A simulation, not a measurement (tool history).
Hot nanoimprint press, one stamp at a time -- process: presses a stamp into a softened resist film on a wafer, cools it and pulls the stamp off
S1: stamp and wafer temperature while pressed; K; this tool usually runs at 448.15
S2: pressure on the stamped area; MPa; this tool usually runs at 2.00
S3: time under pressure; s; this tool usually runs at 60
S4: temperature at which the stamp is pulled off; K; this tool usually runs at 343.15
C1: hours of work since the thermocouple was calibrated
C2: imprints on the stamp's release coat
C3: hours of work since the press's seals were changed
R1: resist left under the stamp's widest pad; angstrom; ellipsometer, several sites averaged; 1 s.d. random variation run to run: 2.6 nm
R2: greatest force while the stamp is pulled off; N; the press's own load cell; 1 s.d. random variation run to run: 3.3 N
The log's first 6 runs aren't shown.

Run 7, hour 73.1: usual settings but S2 1.38 MPa; C1 520; C2 947; C3 53. Result: R1 4805 angstrom, R2 161 N.
Run 8, hour 82.0: usual settings but S1 440.15 K, S2 1.38 MPa; C1 524; C2 978; C3 58. Result: R1 5564 angstrom, R2 155 N.
Run 9, hour 95.9: usual settings but S1 440.15 K, S2 1.38 MPa; C1 531; C2 1028; C3 65. Result: R1 5597 angstrom, R2 159 N.
Run 10, hour 103.6: usual settings; C1 535; C2 1055; C3 69. Result: R1 4210 angstrom, R2 153 N.
Run 11, hour 116.7: usual settings but S4 329.15 K; C1 541; C2 1101; C3 75. Result: R1 4206 angstrom, R2 209 N.
Run 12, hour 124.9: usual settings but S4 338.15 K; C1 546; C2 1130; C3 79. Result: R1 4184 angstrom, R2 172 N.
Run 13, hour 137.6: usual settings; C1 552; C2 1175; C3 86. Result: R1 4221 angstrom, R2 152 N.
Run 14, hour 144.8: usual settings but S2 1.68 MPa; C1 556; C2 1201; C3 89. Result: R1 4475 angstrom, R2 153 N.
Run 15, hour 155.6: usual settings; C1 561; C2 1239; C3 95. Result: R1 4149 angstrom, R2 158 N.
Run 16, hour 165.4: usual settings but S2 2.70 MPa; C1 566; C2 1274; C3 100. Result: R1 3691 angstrom, R2 159 N.
At hour 178.7: plate thermocouple calibrated.
Run 17, hour 180.7: usual settings but S2 1.43 MPa, S3 37 s; C1 1; C2 1317; C3 106. Result: R1 5321 angstrom, R2 156 N.
Run 18, hour 188.9: usual settings but S2 1.43 MPa, S3 37 s; C1 5; C2 1347; C3 110. Result: R1 5273 angstrom, R2 157 N.
Run 19, hour 197.8: usual settings but S4 330.15 K; C1 10; C2 1378; C3 114. Result: R1 4107 angstrom, R2 202 N.
Run 20, hour 206.8: usual settings but S1 452.15 K; C1 14; C2 1410; C3 119. Result: R1 3779 angstrom, R2 157 N.
Run 21, hour 220.0: usual settings but S1 452.15 K; C1 21; C2 1457; C3 126. Result: R1 3802 angstrom, R2 154 N.
Run 22, hour 231.9: usual settings but S1 447.15 K, S3 47 s; C1 27; C2 1499; C3 132. Result: R1 4637 angstrom, R2 153 N.
Run 23, hour 247.4: usual settings but S1 438.15 K, S2 2.14 MPa, S3 47 s; C1 35; C2 1554; C3 139. Result: R1 5427 angstrom, R2 155 N.
Run 24, hour 264.4: usual settings but S1 450.15 K, S3 48 s, S4 332.15 K; C1 43; C2 1614; C3 148. Result: R1 4253 angstrom, R2 193 N.
Run 25, hour 271.8: usual settings but S1 450.15 K, S3 48 s, S4 332.15 K; C1 47; C2 1640; C3 152. Result: R1 4256 angstrom, R2 190 N.
Run 26, hour 280.9: usual settings but S3 30 s, S4 332.15 K; C1 51; C2 1673; C3 156. Result: R1 5025 angstrom, R2 187 N.
At hour 290.8: stamp cleaned and given a new release coat.
Run 27, hour 294.7: usual settings but S2 1.40 MPa, S3 30 s, S4 337.15 K; C1 55; C2 13; C3 160. Result: R1 5539 angstrom, R2 177 N.
Run 28, hour 306.8: usual settings but S1 460.15 K, S2 1.71 MPa, S3 56 s, S4 345.15 K; C1 61; C2 57; C3 166. Result: R1 3373 angstrom, R2 146 N.
Run 29, hour 314.2: usual settings but S1 454.15 K, S2 2.30 MPa, S3 78 s, S4 333.15 K; C1 65; C2 83; C3 170. Result: R1 3028 angstrom, R2 191 N.
Run 30, hour 325.9: usual settings but S1 454.15 K, S2 2.30 MPa, S3 78 s, S4 333.15 K; C1 71; C2 124; C3 176. Result: R1 3057 angstrom, R2 190 N.
Run 31, hour 338.8: usual settings but S1 454.15 K, S2 1.39 MPa, S3 45 s, S4 333.15 K; C1 77; C2 170; C3 182. Result: R1 4526 angstrom, R2 189 N.

3 ways to go on from here, each from the tool as it stands after run 31. What would each give?
Run A, hour 346.5: usual settings but S1 454.15 K, S2 1.39 MPa, S3 45 s, S4 335.15 K; C1 81; C2 197; C3 186. Result: R1 ?, R2 ?.
Run B, hour 346.5: usual settings but S1 449.15 K, S2 1.39 MPa, S3 55 s, S4 330.15 K; C1 81; C2 197; C3 186. Result: R1 ?, R2 ?.
Run C, hour 346.5: usual settings but S2 3.11 MPa, S3 78 s; C1 81; C2 197; C3 186. Result: R1 ?, R2 ?.

run    R1   R2
  A  4557  185
  B  4816  204
  C  3136  152
Stripped of hidden state, with their random variation kept, the same runs would have yielded:
run    R1   R2
  A  4557  185
  B  4816  204
  C  3135  151

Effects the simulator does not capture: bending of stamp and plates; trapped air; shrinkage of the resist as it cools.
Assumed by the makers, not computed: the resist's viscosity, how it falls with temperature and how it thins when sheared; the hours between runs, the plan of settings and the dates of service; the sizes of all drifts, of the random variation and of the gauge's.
